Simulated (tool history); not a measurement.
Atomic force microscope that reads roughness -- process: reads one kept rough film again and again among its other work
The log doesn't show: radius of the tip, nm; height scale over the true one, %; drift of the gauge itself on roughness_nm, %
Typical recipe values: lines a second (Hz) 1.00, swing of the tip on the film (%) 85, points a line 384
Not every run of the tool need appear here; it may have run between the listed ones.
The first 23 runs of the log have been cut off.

run     day  lines a second (Hz)  swing of the tip on the film (%)  points a line  pictures with this tip  hours of work since the height scale was calibrated  roughness of the kept film (nm (root mean square))
     25.004  -- new tip fitted
 24  26.071                 1.05                                68            995                      50                                                 1304                                               1.441
     27.417  -- new tip fitted
 25  27.500                 1.05                                68            995                       4                                                 1324                                               1.558
 26  28.904                 1.05                                68            995                      70                                                 1345                                               1.402
 27  29.562                 2.41                                84            450                     102                                                 1354                                               1.111
     29.817  -- new tip fitted
 28  30.292                 2.41                                84            450                      22                                                 1365                                               1.244
     30.462  -- height scale calibrated on a step standard
 29  30.979                 1.00                                77            382                      53                                                    8                                               1.380
     32.208  -- new tip fitted
 30  32.433                 0.80                                72            355                      11                                                   28                                               1.511
 31  33.258                 0.80                                72            355                      50                                                   40                                               1.419
 32  34.012                 2.16                                85            384                      86                                                   51                                               1.122
     34.621  -- new tip fitted
 33  34.733                 2.16                                85            487                       6                                                   62                                               1.300
 34  36.312                 2.16                                85            487                      80                                                   85                                               1.134
     36.983  -- new tip fitted
 35  37.696                 1.00                                74            428                      34                                                  105                                               1.446
     37.846  -- height scale calibrated on a step standard, once more
 36  39.200                 3.64                                74            428                     103                                                   20                                               1.133
     39.400  -- new tip fitted
 37  40.233                 0.93                                85            384                      39                                                   35                                               1.420
     41.762  -- new tip fitted
 38  41.817                 1.23                                84            265                       2                                                   57                                               1.447
 39  42.879                 1.23                                84            265                      53                                                   73                                               1.328
     44.150  -- new tip fitted
 40  44.467                 3.02                                60            384                      15                                                   96                                               1.479
 41  45.238                 3.02                                60            384                      51                                                  107                                               1.383
     46.504  -- new tip fitted
 42  46.521                 3.02                                60            384                       0                                                  125                                               1.523
 43  47.775                 3.02                                60            384                      60                                                  144                                               1.378
 44  48.483                 0.79                                59            384                      93                                                  154                                               1.399
     48.904  -- new tip fitted
 45  49.667                 0.79                                71            384                      36                                                  171                                               1.498

3 ways to go on from here, each from the tool as it stands after run 45. What would each give?
  A  50.988                 0.79                                66            762                      99                                                  190                                                   ?
  B  50.988                 0.60                                85            574                      99                                                  190                                                   ?
  C  50.988                 1.00                                75            566                      99                                                  190                                                   ?

run  roughness of the kept film (nm (root mean square))
  A                                               1.372
  B                                               1.342
  C                                               1.319
The same runs, with their run-to-run variation unchanged, on a tool lacking any hidden condition would have given:
run  roughness of the kept film (nm (root mean square))
  A                                               1.613
  B                                               1.577
  C                                               1.551

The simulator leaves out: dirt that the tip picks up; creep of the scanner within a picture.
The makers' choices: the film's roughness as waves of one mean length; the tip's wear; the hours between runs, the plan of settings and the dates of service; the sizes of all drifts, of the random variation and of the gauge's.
